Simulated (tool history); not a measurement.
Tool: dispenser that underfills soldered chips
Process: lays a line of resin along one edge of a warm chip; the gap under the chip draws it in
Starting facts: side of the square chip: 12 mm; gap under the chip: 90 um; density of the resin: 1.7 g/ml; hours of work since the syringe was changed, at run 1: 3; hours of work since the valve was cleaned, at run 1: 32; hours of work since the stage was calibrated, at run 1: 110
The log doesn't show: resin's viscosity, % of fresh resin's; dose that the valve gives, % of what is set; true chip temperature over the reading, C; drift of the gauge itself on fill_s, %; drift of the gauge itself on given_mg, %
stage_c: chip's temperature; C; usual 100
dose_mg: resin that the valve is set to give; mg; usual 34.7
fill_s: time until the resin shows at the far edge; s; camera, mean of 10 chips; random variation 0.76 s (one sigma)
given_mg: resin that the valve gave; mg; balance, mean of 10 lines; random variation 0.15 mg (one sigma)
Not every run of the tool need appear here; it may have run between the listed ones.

run	hour	stage_c	dose_mg	hours of work since the syringe was changed	hours of work since the valve was cleaned	hours of work since the stage was calibrated	fill_s	given_mg
1	0	100	34.7	3	32	110	80.9	34.37
# hour 4.3: new syringe of resin
2	5.8	92	34.7	1	36	113	90.3	34.26
3	9.6	100	34.7	3	38	116	81.1	34.08
# hour 12.6: new syringe of resin
4	14.3	100	34.7	1	41	118	72.6	33.91
5	19.4	100	37.2	4	44	122	86.1	36.6
# hour 20.9: new syringe of resin
6	25.1	100	37.2	3	48	125	75.9	36.54
# hour 29.5: new syringe of resin
7	29.8	100	37.2	0	50	128	70.8	35.99
8	37.3	100	37.2	5	55	133	87.4	36.31
# hour 38.2: new syringe of resin
9	43.1	100	30.6	3	59	136	80.5	29.65
# hour 46.8: new syringe of resin
10	47	100	34.7	0	61	139	69.6	33.75
11	50.5	100	39.8	2	63	141	75.7	38.47
# hour 55.2: new syringe of resin
12	57.3	108	34.7	1	68	145	60.5	33.77
13	61.1	108	34.7	4	70	148	66.1	33.47
# hour 63.5: new syringe of resin
# hour 65.1: dispensing valve cleaned and set on the balance
14	69.8	108	34.7	3	3	152	66.1	34.62
# hour 72.7: new syringe of resin
15	76.5	109	34.7	2	7	157	60.8	34.55
16	80.5	109	34.7	5	10	159	67.1	34.56
# hour 81.3: new syringe of resin
17	84	100	34.7	2	12	161	74	34.25
# hour 89.7: new syringe of resin
18	91.5	100	34.7	1	16	166	74.9	34.65
# hour 97.9: new syringe of resin
19	97.9	100	34.8	0	20	170	68.7	34.54
20	102.8	89	41.9	3	24	173	108.2	41.44
# hour 106.1: new syringe of resin
21	109.2	104	36.9	2	27	177	64.5	36.4
# hour 114.8: new syringe of resin
22	116.9	110	30.1	1	32	182	57.2	29.69
23	121.3	110	30.1	4	35	185	65	29.36

Forecast run 24:
# hour 123.3: new syringe of resin
24	125	110	30.1	1	37	187	?	?

For run 24 the tool returned fill_s 57.2 s, given_mg 29.63 mg.
Had the tool carried no hidden state, the very same run would have given fill_s 54.6 s, given_mg 30.12 mg.
